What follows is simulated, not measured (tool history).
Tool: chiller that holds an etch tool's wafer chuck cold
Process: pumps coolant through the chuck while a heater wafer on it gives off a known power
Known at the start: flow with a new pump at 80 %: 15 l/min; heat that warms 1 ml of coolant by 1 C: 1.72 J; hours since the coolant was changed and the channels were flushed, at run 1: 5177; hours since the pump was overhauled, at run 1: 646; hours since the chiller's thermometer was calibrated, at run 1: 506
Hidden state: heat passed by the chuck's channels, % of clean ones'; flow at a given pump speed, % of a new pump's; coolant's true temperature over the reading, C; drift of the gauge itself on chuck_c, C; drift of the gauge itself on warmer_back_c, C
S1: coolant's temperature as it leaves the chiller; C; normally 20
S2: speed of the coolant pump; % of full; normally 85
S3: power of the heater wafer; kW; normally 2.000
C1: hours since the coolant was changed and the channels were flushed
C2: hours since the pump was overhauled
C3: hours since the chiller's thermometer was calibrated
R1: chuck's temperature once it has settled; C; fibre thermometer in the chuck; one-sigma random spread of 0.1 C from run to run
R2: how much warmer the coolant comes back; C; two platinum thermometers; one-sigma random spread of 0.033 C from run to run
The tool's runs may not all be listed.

run	hour	S1	S2	S3	C1	C2	C3	R1	R2
1	0.0	20	85	2.000	5177	646	506	34.8	4.35
2	82.5	20	85	2.000	5259	728	589	34.7	4.43
3	165.1	20	85	2.000	5342	811	672	34.7	4.36
4	231.6	20	85	2.000	5409	878	738	34.9	4.51
5	308.4	20	85	2.000	5485	954	815	34.8	4.39
6	349.2	27	85	2.000	5526	995	856	41.7	4.41
7	423.4	27	85	2.000	5600	1069	930	41.8	4.46

What will run 8 give?
8	482.1	13	85	2.265	5659	1128	989	?	?

R1: 29.7 C
R2: 5.01 C
The same run, on a tool lacking any hidden state, would have yielded R1 28.5 C, R2 4.89 C.

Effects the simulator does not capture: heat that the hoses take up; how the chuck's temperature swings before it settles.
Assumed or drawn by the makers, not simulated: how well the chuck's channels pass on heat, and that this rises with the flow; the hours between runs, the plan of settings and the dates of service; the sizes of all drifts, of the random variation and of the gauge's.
